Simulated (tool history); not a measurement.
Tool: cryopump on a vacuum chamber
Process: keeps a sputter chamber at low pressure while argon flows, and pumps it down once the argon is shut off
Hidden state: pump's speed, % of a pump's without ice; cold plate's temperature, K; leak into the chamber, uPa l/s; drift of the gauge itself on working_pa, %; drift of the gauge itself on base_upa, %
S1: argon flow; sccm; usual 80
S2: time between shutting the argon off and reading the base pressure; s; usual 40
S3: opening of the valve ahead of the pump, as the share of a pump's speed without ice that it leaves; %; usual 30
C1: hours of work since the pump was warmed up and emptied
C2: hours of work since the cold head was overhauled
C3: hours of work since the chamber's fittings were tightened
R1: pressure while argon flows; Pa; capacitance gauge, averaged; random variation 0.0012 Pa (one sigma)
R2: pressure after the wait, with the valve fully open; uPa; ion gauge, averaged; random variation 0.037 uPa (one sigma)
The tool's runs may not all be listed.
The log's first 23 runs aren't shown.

run,day,S1,S2,S3,C1,C2,C3,R1,R2
24,34.904,80,59,16,651,1521,1395,0.5642,2.75
25,37.038,80,295,30,688,1559,1433,0.3144,1.82
26,38.958,80,295,30,722,1592,1466,0.3161,1.91
27,40.342,80,295,30,747,1617,1491,0.3187,1.91
28,41.971,80,295,30,775,1645,1519,0.3205,1.98
29,44.117,80,295,30,813,1683,1557,0.3212,1.98
# day 45.771: pump warmed up, emptied and cooled again
30,45.942,80,295,30,3,1712,1586,0.2831,1.49
31,47.75,80,40,31,35,1744,1618,0.2767,3.24
32,49.008,80,40,31,57,1766,1640,0.2769,3.17
33,51.158,140,32,30,95,1803,1677,0.5052,3.79

3 ways to go on from here, each from the tool as it stands after run 33. What would each give?
A,52.354,112,40,30,116,1825,1699,?,?
B,52.354,99,68,28,116,1825,1699,?,?
C,52.354,80,40,17,116,1825,1699,?,?

run,R1,R2
A,0.4021,3.26
B,0.3826,2.46
C,0.5017,3.23
Without the tool's hidden state the same runs would have given:
run,R1,R2
A,0.3941,2.06
B,0.3755,1.29
C,0.496,2.05
